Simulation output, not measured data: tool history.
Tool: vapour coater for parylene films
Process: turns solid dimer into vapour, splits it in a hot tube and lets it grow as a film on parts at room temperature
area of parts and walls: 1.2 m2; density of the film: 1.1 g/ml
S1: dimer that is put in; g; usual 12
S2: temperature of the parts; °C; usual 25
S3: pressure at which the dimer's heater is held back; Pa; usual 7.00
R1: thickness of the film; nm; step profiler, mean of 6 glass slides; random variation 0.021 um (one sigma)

run,hour,S1,S2,S3,R1
1,0.0,12,25,7.00,4600
2,23.4,12,25,7.00,4600
3,45.2,12,25,2.20,5360
4,56.9,12,25,2.20,5400
5,73.8,12,25,2.20,5420
6,101.2,12,25,2.20,5440
7,118.1,12,25,2.20,5380
8,143.8,12,31,7.00,3680
9,171.0,12,26,7.00,4440
10,196.4,12,25,6.92,4650
11,211.2,12,25,7.00,4660
# hour 217.7: trap's valve overhauled
12,236.6,12,25,7.00,4630
13,260.3,12,25,7.00,4670
14,284.2,12,25,7.00,4710
15,297.6,6,25,9.21,2270
# hour 312.2: gauge calibrated
16,322.9,5,24,7.00,2000

The next listed run, before its measurement:
17,342.3,18,24,7.00,?

Run 17 gave R1 7130 nm.
Without the tool's hidden state the same run would have given R1 7110 nm.
